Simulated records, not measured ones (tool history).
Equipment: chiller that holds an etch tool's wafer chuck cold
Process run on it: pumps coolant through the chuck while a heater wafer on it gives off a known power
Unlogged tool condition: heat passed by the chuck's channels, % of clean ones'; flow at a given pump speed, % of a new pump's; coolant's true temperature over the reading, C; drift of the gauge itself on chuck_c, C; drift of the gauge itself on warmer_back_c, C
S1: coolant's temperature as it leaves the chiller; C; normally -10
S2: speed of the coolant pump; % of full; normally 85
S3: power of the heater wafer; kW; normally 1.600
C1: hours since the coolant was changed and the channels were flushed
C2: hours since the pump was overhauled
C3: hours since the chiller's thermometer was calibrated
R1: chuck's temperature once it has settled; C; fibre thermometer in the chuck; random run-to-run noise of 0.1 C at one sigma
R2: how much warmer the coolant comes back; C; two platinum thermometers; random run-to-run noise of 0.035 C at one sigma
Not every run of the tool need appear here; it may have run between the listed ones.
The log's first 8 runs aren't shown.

| run | day | S1 | S2 | S3 | C1 | C2 | C3 | R1 | R2 |
|---|---|---|---|---|---|---|---|---|---|
| 9 | 15.988 | -10 | 66 | 1.600 | 1276 | 571 | 1343 | 7.5 | 8.13 |
| 10 | 17.888 | -10 | 66 | 1.600 | 1322 | 617 | 1389 | 7.2 | 8.17 |
| 11 | 19.679 | -10 | 85 | 1.600 | 1365 | 660 | 1432 | 4.3 | 6.14 |
| 12 | 21.617 | -10 | 85 | 1.600 | 1411 | 706 | 1478 | 4.2 | 6.25 |
| 13 | 23.421 | -15 | 85 | 1.600 | 1454 | 750 | 1521 | -0.7 | 6.19 |
| 14 | 25.350 | -15 | 85 | 1.600 | 1501 | 796 | 1568 | -0.4 | 6.17 |
| 15 | 27.058 | -9 | 85 | 1.600 | 1542 | 837 | 1609 | 5.2 | 6.15 |
| 16 | 29.438 | -9 | 85 | 1.600 | 1599 | 894 | 1666 | 5.6 | 6.15 |
| 17 | 31.179 | -9 | 85 | 1.600 | 1641 | 936 | 1708 | 5.5 | 6.21 |
| 18 | 33.608 | -9 | 85 | 1.600 | 1699 | 994 | 1766 | 5.4 | 6.21 |
|  | 34.042 | gauge calibrated |
| 19 | 36.179 | -9 | 85 | 1.600 | 1761 | 1056 | 1828 | 5.3 | 6.07 |
| 20 | 38.788 | -9 | 68 | 2.045 | 1823 | 1118 | 1890 | 12.4 | 9.87 |
| 21 | 41.158 | -19 | 93 | 1.600 | 1880 | 1175 | 1947 | -5.5 | 5.47 |
| 22 | 42.379 | -1 | 90 | 1.830 | 1909 | 1205 | 1976 | 14.9 | 6.52 |
| 23 | 44.833 | -16 | 65 | 0.845 | 1968 | 1264 | 2035 | -6.9 | 4.37 |
| 24 | 46.746 | -6 | 99 | 1.600 | 2014 | 1309 | 2081 | 6.9 | 5.15 |
| 25 | 47.962 | -3 | 72 | 1.216 | 2043 | 1339 | 2110 | 9.2 | 5.68 |
| 26 | 50.408 | -19 | 72 | 0.933 | 2102 | 1397 | 2169 | -9.5 | 4.37 |
| 27 | 53.067 | -4 | 65 | 0.887 | 2166 | 1461 | 2233 | 5.7 | 4.67 |
| 28 | 54.658 | -10 | 97 | 1.600 | 2204 | 1499 | 2271 | 3.3 | 5.32 |
| 29 | 56.971 | -10 | 68 | 0.985 | 2260 | 1555 | 2327 | 0.3 | 4.94 |
| 30 | 59.142 | -10 | 85 | 2.327 | 2312 | 1607 | 2379 | 11.0 | 8.88 |
| 31 | 60.442 | -10 | 85 | 2.327 | 2343 | 1638 | 2410 | 11.1 | 8.96 |
| 32 | 62.842 | -10 | 85 | 0.931 | 2401 | 1696 | 2467 | -1.6 | 3.73 |
|  | 63.862 | chiller's thermometer calibrated |
| 33 | 65.121 | -10 | 85 | 2.092 | 2454 | 1749 | 30 | 8.9 | 8.15 |

Consider 3 possible next runs. They are alternatives, not a sequence: every one starts from the tool as it was left by run 33. What does each give?
| A | 66.817 | -10 | 85 | 1.497 | 2495 | 1790 | 71 | ? | ? |
| B | 66.817 | -20 | 96 | 1.739 | 2495 | 1790 | 71 | ? | ? |
| C | 66.817 | -18 | 85 | 0.969 | 2495 | 1790 | 71 | ? | ? |

| run | R1 | R2 |
|---|---|---|
| A | 3.6 | 5.84 |
| B | -5.6 | 5.91 |
| C | -9.2 | 3.93 |
What these runs would have given with no unlogged condition in the tool:
| run | R1 | R2 |
|---|---|---|
| A | 3.6 | 5.57 |
| B | -5.6 | 5.63 |
| C | -9.3 | 3.65 |
